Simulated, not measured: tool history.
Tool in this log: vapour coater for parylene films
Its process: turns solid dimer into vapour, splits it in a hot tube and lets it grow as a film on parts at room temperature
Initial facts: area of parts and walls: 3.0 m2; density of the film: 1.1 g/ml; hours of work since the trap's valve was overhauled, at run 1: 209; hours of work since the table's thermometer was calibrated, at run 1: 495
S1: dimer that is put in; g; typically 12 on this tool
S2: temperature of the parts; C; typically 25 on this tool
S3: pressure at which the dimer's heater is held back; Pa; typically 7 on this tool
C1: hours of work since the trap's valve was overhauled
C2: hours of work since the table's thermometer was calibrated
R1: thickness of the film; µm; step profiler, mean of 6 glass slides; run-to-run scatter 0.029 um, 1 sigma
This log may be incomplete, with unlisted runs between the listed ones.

run   hour  S1  S2     S3   C1    C2    R1
  1      0  12  25      7  209   495  2.35
  2   32.8  20  25      7  232   518   3.9
  3   66.9  20  25      7  256   542  3.83
  4  125.5  20  31      7  297   583  2.84
  5  193.5  12  25      7  345   631  2.24
  6  225.6  12  25      7  367   653  2.24
  7  264.2  12  25      7  394   680  2.21
  8  328.7  12  25      7  440   726  2.18
  9  394.3  12  25      7  486   772  2.16
     450.1  -- trap's valve overhauled
 10    465  12  25      7   10   818  2.51
 11    520  12  25      7   49   857  2.44
 12  558.5  12  25      7   76   884  2.42
 13  596.2  12  25      7  103   910  2.39
 14    660   6  25   6.07  147   955  1.18
 15  705.4   6  25   6.07  179   987  1.19
 16  772.9   6  22   7.75  227  1035  1.36
 17    803   9  22   9.61  248  1056  1.99
 18    858   9  22   9.61  286  1094  1.92
 19  919.2  14  37  10.17  329  1137  1.47
 20  958.1  14  17   8.16  357  1165   3.8

5 options for the next run, each taken on its own from the tool as it stands now. Forecast them:
  A  995.9  14  24  9.57  383  1191   ?
  B  995.9  14  29  7.08  383  1191   ?
  C  995.9   7  25     7  383  1191   ?
  D  995.9   8  19  8.16  383  1191   ?
  E  995.9  14  27  4.84  383  1191   ?

run    R1
  A  2.67
  B  2.15
  C  1.28
  D  1.94
  E  2.37
The same runs, with their run-to-run variation unchanged, on a tool lacking any hidden condition would have given:
run    R1
  A  3.13
  B  2.51
  C   1.5
  D  2.28
  E  2.78

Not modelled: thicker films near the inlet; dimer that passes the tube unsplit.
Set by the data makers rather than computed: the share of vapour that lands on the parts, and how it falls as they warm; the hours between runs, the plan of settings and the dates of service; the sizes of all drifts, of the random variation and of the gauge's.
